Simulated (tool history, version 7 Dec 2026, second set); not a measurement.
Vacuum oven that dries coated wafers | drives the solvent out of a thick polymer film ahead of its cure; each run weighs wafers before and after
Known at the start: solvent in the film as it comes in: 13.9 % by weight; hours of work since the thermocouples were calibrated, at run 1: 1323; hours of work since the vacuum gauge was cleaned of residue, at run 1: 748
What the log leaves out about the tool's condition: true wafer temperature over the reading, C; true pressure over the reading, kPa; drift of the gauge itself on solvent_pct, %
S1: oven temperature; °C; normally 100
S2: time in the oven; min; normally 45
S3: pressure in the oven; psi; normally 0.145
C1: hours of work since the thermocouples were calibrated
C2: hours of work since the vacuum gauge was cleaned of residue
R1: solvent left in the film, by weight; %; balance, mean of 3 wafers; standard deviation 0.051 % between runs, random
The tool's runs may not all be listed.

run 1 hour=0.0 | S1=100 S2=45 S3=0.145 | C1=1323 C2=748 | R1=1.39
run 2 hour=32.6 | S1=100 S2=45 S3=0.123 | C1=1345 C2=769 | R1=1.44
run 3 hour=61.7 | S1=100 S2=45 S3=0.123 | C1=1364 C2=788 | R1=1.41
run 4 hour=88.0 | S1=100 S2=45 S3=0.123 | C1=1381 C2=805 | R1=1.56
run 5 hour=110.4 | S1=100 S2=79 S3=0.145 | C1=1396 C2=820 | R1=0.65
run 6 hour=141.9 | S1=100 S2=79 S3=0.145 | C1=1416 C2=841 | R1=0.75
run 7 hour=186.6 | S1=100 S2=79 S3=0.145 | C1=1445 C2=870 | R1=0.72
run 8 hour=222.9 | S1=100 S2=79 S3=0.145 | C1=1469 C2=893 | R1=0.71
run 9 hour=266.5 | S1=113 S2=45 S3=0.145 | C1=1498 C2=922 | R1=0.35
run 10 hour=286.4 | S1=113 S2=45 S3=0.145 | C1=1511 C2=935 | R1=0.32
run 11 hour=310.0 | S1=100 S2=45 S3=0.145 | C1=1526 C2=950 | R1=1.52
run 12 hour=339.6 | S1=100 S2=45 S3=0.425 | C1=1545 C2=970 | R1=2.11
run 13 hour=372.3 | S1=100 S2=45 S3=0.145 | C1=1567 C2=991 | R1=1.48
run 14 hour=399.3 | S1=100 S2=45 S3=0.145 | C1=1584 C2=1009 | R1=1.55
run 15 hour=431.7 | S1=100 S2=45 S3=0.145 | C1=1606 C2=1030 | R1=1.63
run 16 hour=457.5 | S1=100 S2=45 S3=0.145 | C1=1623 C2=1047 | R1=1.55
run 17 hour=504.9 | S1=100 S2=45 S3=0.145 | C1=1654 C2=1078 | R1=1.66
run 18 hour=548.5 | S1=107 S2=45 S3=0.145 | C1=1682 C2=1106 | R1=0.75
run 19 hour=593.7 | S1=107 S2=45 S3=0.145 | C1=1712 C2=1136 | R1=0.75
-- hour=605.9 oven's thermocouples calibrated
run 20 hour=642.3 | S1=107 S2=45 S3=0.145 | C1=24 C2=1167 | R1=0.59
run 21 hour=669.0 | S1=107 S2=45 S3=0.145 | C1=41 C2=1184 | R1=0.59
run 22 hour=706.3 | S1=107 S2=45 S3=0.145 | C1=66 C2=1208 | R1=0.52
-- hour=709.9 vacuum gauge cleaned of residue and calibrated
run 23 hour=737.9 | S1=107 S2=45 S3=0.145 | C1=85 C2=18 | R1=0.63
run 24 hour=769.4 | S1=107 S2=45 S3=0.145 | C1=106 C2=39 | R1=0.77
run 25 hour=805.6 | S1=104 S2=59 S3=0.579 | C1=130 C2=63 | R1=1.39
-- hour=833.1 vacuum gauge cleaned of residue and calibrated, once more
run 26 hour=853.5 | S1=92 S2=53 S3=0.197 | C1=160 C2=13 | R1=2.09
run 27 hour=873.6 | S1=92 S2=53 S3=0.197 | C1=173 C2=26 | R1=2.02
run 28 hour=903.8 | S1=107 S2=74 S3=0.145 | C1=193 C2=46 | R1=0.32
run 29 hour=942.4 | S1=115 S2=75 S3=0.078 | C1=218 C2=71 | R1=0.06
run 30 hour=974.8 | S1=115 S2=75 S3=0.078 | C1=239 C2=93 | R1=0.05
run 31 hour=1018.8 | S1=99 S2=45 S3=0.387 | C1=268 C2=121 | R1=1.76
run 32 hour=1042.1 | S1=109 S2=30 S3=0.145 | C1=283 C2=137 | R1=0.69
run 33 hour=1085.2 | S1=109 S2=30 S3=0.145 | C1=312 C2=165 | R1=0.66
run 34 hour=1130.7 | S1=95 S2=25 S3=0.087 | C1=341 C2=195 | R1=3.96
run 35 hour=1178.6 | S1=100 S2=39 S3=0.086 | C1=373 C2=226 | R1=1.25
run 36 hour=1203.3 | S1=91 S2=57 S3=0.422 | C1=389 C2=242 | R1=2.89
run 37 hour=1232.4 | S1=91 S2=57 S3=0.422 | C1=408 C2=261 | R1=2.92
run 38 hour=1270.0 | S1=90 S2=78 S3=0.154 | C1=432 C2=286 | R1=1.43
run 39 hour=1301.7 | S1=90 S2=43 S3=0.566 | C1=453 C2=307 | R1=4.48
run 40 hour=1345.2 | S1=90 S2=43 S3=0.566 | C1=482 C2=335 | R1=4.46
run 41 hour=1378.1 | S1=113 S2=30 S3=0.145 | C1=503 C2=356 | R1=0.38
run 42 hour=1403.1 | S1=113 S2=30 S3=0.145 | C1=519 C2=373 | R1=0.51
run 43 hour=1431.5 | S1=113 S2=30 S3=0.145 | C1=538 C2=391 | R1=0.42
run 44 hour=1468.0 | S1=100 S2=47 S3=0.145 | C1=562 C2=415 | R1=1.16
run 45 hour=1506.3 | S1=97 S2=53 S3=0.145 | C1=587 C2=440 | R1=1.29
run 46 hour=1554.2 | S1=91 S2=53 S3=0.145 | C1=618 C2=472 | R1=2.46
run 47 hour=1574.3 | S1=91 S2=45 S3=0.190 | C1=631 C2=485 | R1=3.23
run 48 hour=1602.8 | S1=100 S2=47 S3=0.145 | C1=650 C2=503 | R1=1.08

Selected run-to-run steps in R1, each split into two signed amounts: the part the tool would show with no hidden state at all (from settings, incoming material and random variation), and the remainder, which goes to the hidden state together with any gauge scatter not common to the measured and the hidden-state-free results:
Run 10 -> 11: S1 113 -> 100. R1 +1.20 %: hidden state +0.37, all else +0.83.
Run 17 -> 18: S1 100 -> 107. R1 -0.91 %: hidden state -0.27, all else -0.64.
Run 25 -> 26: S1 104 -> 92, S2 59 -> 53, S3 0.579 -> 0.197, vacuum gauge cleaned of residue and calibrated, once more. R1 +0.70 %: hidden state -0.28, all else +0.98.
Run 33 -> 34: S1 109 -> 95, S2 30 -> 25, S3 0.145 -> 0.087. R1 +3.30 %: hidden state +0.02, all else +3.28.
Run 38 -> 39: S2 78 -> 43, S3 0.154 -> 0.566. R1 +3.05 %: hidden state +0.02, all else +3.03.
Run 40 -> 41: S1 90 -> 113, S2 43 -> 30, S3 0.566 -> 0.145. R1 -4.08 %: hidden state -0.09, all else -3.99.

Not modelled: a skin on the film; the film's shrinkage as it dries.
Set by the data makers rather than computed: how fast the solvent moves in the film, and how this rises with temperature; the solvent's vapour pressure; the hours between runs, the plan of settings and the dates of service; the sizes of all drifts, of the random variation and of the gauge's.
